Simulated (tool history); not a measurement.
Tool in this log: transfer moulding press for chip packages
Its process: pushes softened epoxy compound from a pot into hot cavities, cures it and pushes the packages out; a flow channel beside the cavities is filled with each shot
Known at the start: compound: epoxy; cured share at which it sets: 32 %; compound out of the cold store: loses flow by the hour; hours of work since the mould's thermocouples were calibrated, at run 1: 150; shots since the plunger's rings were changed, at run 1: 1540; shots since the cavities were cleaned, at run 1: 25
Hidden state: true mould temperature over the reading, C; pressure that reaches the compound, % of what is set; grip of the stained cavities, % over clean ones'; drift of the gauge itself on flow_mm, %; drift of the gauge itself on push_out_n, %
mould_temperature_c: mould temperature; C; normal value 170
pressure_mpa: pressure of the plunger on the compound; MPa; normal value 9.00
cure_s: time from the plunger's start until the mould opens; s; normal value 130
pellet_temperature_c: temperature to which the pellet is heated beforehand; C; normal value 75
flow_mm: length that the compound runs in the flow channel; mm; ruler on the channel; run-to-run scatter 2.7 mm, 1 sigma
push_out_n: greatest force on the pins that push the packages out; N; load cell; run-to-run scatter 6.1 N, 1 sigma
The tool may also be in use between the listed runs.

run   hour  mould_temperature_c  pressure_mpa  cure_s  pellet_temperature_c  hours of work since the mould's thermocouples were calibrated  shots since the plunger's rings were changed  shots since the cavities were cleaned  incoming compound's hours out of the cold store  flow_mm  push_out_n
  1    0.0                  170          9.00     130                    75                                                            150                                          1540                                     25                                             10.6      594         258
  2   41.3                  170          9.00     130                    75                                                            168                                          1813                                    298                                             28.3      537         386
      60.1  -- cavities cleaned with cleaning compound and waxed
  3   69.4                  170          9.00     167                    75                                                            179                                          1989                                     61                                             31.1      530         252
     123.5  -- cavities cleaned with cleaning compound and waxed
  4  123.5                  170          9.00     167                    75                                                            203                                          2337                                      0                                             34.2      522         226
  5  149.1                  170          9.00     167                    75                                                            214                                          2506                                    169                                             37.1      510         308
     186.4  -- cavities cleaned with cleaning compound and waxed
  6  188.7                  170          9.00     167                    75                                                            231                                          2758                                     15                                              8.6      588         228
  7  220.9                  170          9.00     130                    75                                                            245                                          2971                                    228                                             40.5      503         361
  8  243.7                  170         10.53     130                    75                                                            255                                          3121                                    378                                             32.0      566         405
     250.2  -- cavities cleaned with cleaning compound and waxed
  9  284.3                  177          9.00     130                    75                                                            272                                          3380                                    225                                             16.8      536         319
     314.7  -- cavities cleaned with cleaning compound and waxed
 10  325.8                  177          9.00     130                    75                                                            290                                          3644                                     73                                             33.8      494         264
 11  364.1                  170          9.00     130                    75                                                            306                                          3897                                    326                                             37.9      505         390
     379.0  -- cavities cleaned with cleaning compound and waxed
 12  396.7                  170          9.00     130                    75                                                            320                                          4103                                    117                                             36.9      511         317
 13  432.1                  170          9.00     130                    75                                                            336                                          4337                                    351                                             37.5      504         409
     442.9  -- cavities cleaned with cleaning compound and waxed
 14  477.5                  170          9.00     130                    82                                                            355                                          4627                                    229                                             18.1      556         367

Run 15, settings as shown, results not yet in. Your forecast:
     508.3  -- cavities cleaned with cleaning compound and waxed
 15  513.3                  170          9.00     130                    82                                                            370                                          4854                                     34                                             28.0        ?           ?

{"run 15": {"flow_mm": 528, "push_out_n": 259}}
On a tool with no hidden condition, and with the same random variation, this run would have come out at flow_mm 550 mm, push_out_n 229 N.

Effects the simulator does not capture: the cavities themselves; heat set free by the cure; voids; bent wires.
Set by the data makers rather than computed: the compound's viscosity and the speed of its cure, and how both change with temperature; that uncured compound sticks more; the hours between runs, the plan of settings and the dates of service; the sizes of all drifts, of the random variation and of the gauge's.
